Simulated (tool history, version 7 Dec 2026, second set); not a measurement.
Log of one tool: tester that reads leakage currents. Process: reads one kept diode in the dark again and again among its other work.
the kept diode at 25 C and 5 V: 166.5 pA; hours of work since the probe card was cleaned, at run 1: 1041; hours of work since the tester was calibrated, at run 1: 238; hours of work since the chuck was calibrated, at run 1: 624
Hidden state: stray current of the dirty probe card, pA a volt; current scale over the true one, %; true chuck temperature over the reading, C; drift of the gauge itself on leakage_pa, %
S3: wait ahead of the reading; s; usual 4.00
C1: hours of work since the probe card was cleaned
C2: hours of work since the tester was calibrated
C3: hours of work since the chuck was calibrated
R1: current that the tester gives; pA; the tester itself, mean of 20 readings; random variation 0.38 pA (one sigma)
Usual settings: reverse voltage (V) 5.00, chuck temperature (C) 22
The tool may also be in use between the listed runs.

run 1 hour=0.0 | reverse_voltage_(V)=5.00 chuck_temperature_(C)=22 S3=4.00 | C1=1041 C2=238 C3=624 | R1=146.49
run 2 hour=26.6 | reverse_voltage_(V)=5.00 chuck_temperature_(C)=56 S3=4.00 | C1=1054 C2=251 C3=637 | R1=2711.41
run 3 hour=53.2 | reverse_voltage_(V)=5.00 chuck_temperature_(C)=22 S3=4.00 | C1=1066 C2=263 C3=650 | R1=148.31
run 4 hour=72.5 | reverse_voltage_(V)=5.00 chuck_temperature_(C)=22 S3=4.00 | C1=1076 C2=272 C3=659 | R1=148.41
run 5 hour=108.1 | reverse_voltage_(V)=3.31 chuck_temperature_(C)=22 S3=4.00 | C1=1092 C2=289 C3=676 | R1=122.20
run 6 hour=135.2 | reverse_voltage_(V)=3.31 chuck_temperature_(C)=22 S3=4.00 | C1=1105 C2=302 C3=688 | R1=123.74
run 7 hour=161.4 | reverse_voltage_(V)=3.31 chuck_temperature_(C)=22 S3=4.00 | C1=1118 C2=315 C3=701 | R1=123.89
run 8 hour=180.0 | reverse_voltage_(V)=3.31 chuck_temperature_(C)=22 S3=4.00 | C1=1126 C2=323 C3=710 | R1=123.32
run 9 hour=212.0 | reverse_voltage_(V)=3.31 chuck_temperature_(C)=22 S3=4.00 | C1=1142 C2=338 C3=725 | R1=124.21
-- hour=218.2 probe card cleaned and baked
run 10 hour=249.0 | reverse_voltage_(V)=3.31 chuck_temperature_(C)=22 S3=4.00 | C1=15 C2=355 C3=741 | R1=124.76
run 11 hour=288.6 | reverse_voltage_(V)=5.00 chuck_temperature_(C)=22 S3=4.00 | C1=33 C2=373 C3=760 | R1=153.07
run 12 hour=318.6 | reverse_voltage_(V)=5.00 chuck_temperature_(C)=22 S3=4.00 | C1=48 C2=387 C3=774 | R1=153.98
run 13 hour=353.8 | reverse_voltage_(V)=5.00 chuck_temperature_(C)=22 S3=4.00 | C1=64 C2=404 C3=790 | R1=154.04
run 14 hour=379.1 | reverse_voltage_(V)=5.00 chuck_temperature_(C)=22 S3=2.51 | C1=76 C2=416 C3=802 | R1=154.52
run 15 hour=403.5 | reverse_voltage_(V)=5.00 chuck_temperature_(C)=41 S3=4.00 | C1=88 C2=428 C3=814 | R1=839.11
run 16 hour=442.8 | reverse_voltage_(V)=1.00 chuck_temperature_(C)=22 S3=4.00 | C1=106 C2=446 C3=832 | R1=72.83
-- hour=456.5 probe card cleaned and baked, once more
-- hour=458.5 chuck's temperature calibrated
run 17 hour=464.8 | reverse_voltage_(V)=1.64 chuck_temperature_(C)=22 S3=4.00 | C1=3 C2=454 C3=3 | R1=75.15
run 18 hour=502.3 | reverse_voltage_(V)=2.00 chuck_temperature_(C)=22 S3=4.00 | C1=21 C2=472 C3=21 | R1=82.76
run 19 hour=540.7 | reverse_voltage_(V)=2.00 chuck_temperature_(C)=22 S3=4.00 | C1=39 C2=490 C3=39 | R1=82.03
run 20 hour=560.9 | reverse_voltage_(V)=16.91 chuck_temperature_(C)=38 S3=0.48 | C1=48 C2=500 C3=48 | R1=964.96
run 21 hour=598.1 | reverse_voltage_(V)=16.91 chuck_temperature_(C)=38 S3=0.48 | C1=66 C2=517 C3=66 | R1=973.59
run 22 hour=631.2 | reverse_voltage_(V)=1.30 chuck_temperature_(C)=22 S3=0.56 | C1=82 C2=533 C3=82 | R1=69.34
run 23 hour=656.7 | reverse_voltage_(V)=5.00 chuck_temperature_(C)=60 S3=4.00 | C1=94 C2=545 C3=94 | R1=3321.98
run 24 hour=688.4 | reverse_voltage_(V)=5.00 chuck_temperature_(C)=22 S3=0.70 | C1=109 C2=560 C3=109 | R1=130.19
run 25 hour=706.3 | reverse_voltage_(V)=2.06 chuck_temperature_(C)=59 S3=4.00 | C1=117 C2=569 C3=117 | R1=2046.68
run 26 hour=736.7 | reverse_voltage_(V)=7.21 chuck_temperature_(C)=27 S3=2.96 | C1=132 C2=583 C3=132 | R1=245.12
run 27 hour=772.8 | reverse_voltage_(V)=5.00 chuck_temperature_(C)=45 S3=0.63 | C1=149 C2=600 C3=149 | R1=1020.95
run 28 hour=793.3 | reverse_voltage_(V)=5.00 chuck_temperature_(C)=45 S3=0.63 | C1=158 C2=610 C3=158 | R1=1018.60
run 29 hour=825.1 | reverse_voltage_(V)=2.26 chuck_temperature_(C)=34 S3=2.39 | C1=173 C2=625 C3=173 | R1=275.00
run 30 hour=859.1 | reverse_voltage_(V)=11.77 chuck_temperature_(C)=36 S3=6.42 | C1=190 C2=641 C3=190 | R1=700.37
run 31 hour=896.0 | reverse_voltage_(V)=6.25 chuck_temperature_(C)=51 S3=0.46 | C1=207 C2=658 C3=207 | R1=1853.65
run 32 hour=919.5 | reverse_voltage_(V)=6.25 chuck_temperature_(C)=51 S3=0.46 | C1=218 C2=669 C3=218 | R1=1859.18
run 33 hour=947.3 | reverse_voltage_(V)=2.68 chuck_temperature_(C)=22 S3=0.74 | C1=231 C2=683 C3=231 | R1=100.03

Hidden state or all else? Some run-to-run changes of R1, split into what the settings, what came in and random variation would give without the hidden state, and what is left for the hidden state (with any gauge scatter that isn't in both results):
Run 1 -> 2: chuck temperature (C) 22 -> 56. R1 +2564.92 pA: hidden state +287.79, all else +2277.13.
Run 2 -> 3: chuck temperature (C) 56 -> 22. R1 -2563.10 pA: hidden state -286.78, all else -2276.32.
Run 15 -> 16: reverse voltage (V) 5.00 -> 1.00, chuck temperature (C) 41 -> 22. R1 -766.28 pA: hidden state -118.44, all else -647.84.
Run 22 -> 23: reverse voltage (V) 1.30 -> 5.00, chuck temperature (C) 22 -> 60, S3 0.56 -> 4.00. R1 +3252.64 pA: hidden state +44.34, all else +3208.30.
Run 23 -> 24: chuck temperature (C) 60 -> 22, S3 4.00 -> 0.70. R1 -3191.79 pA: hidden state -42.59, all else -3149.20.
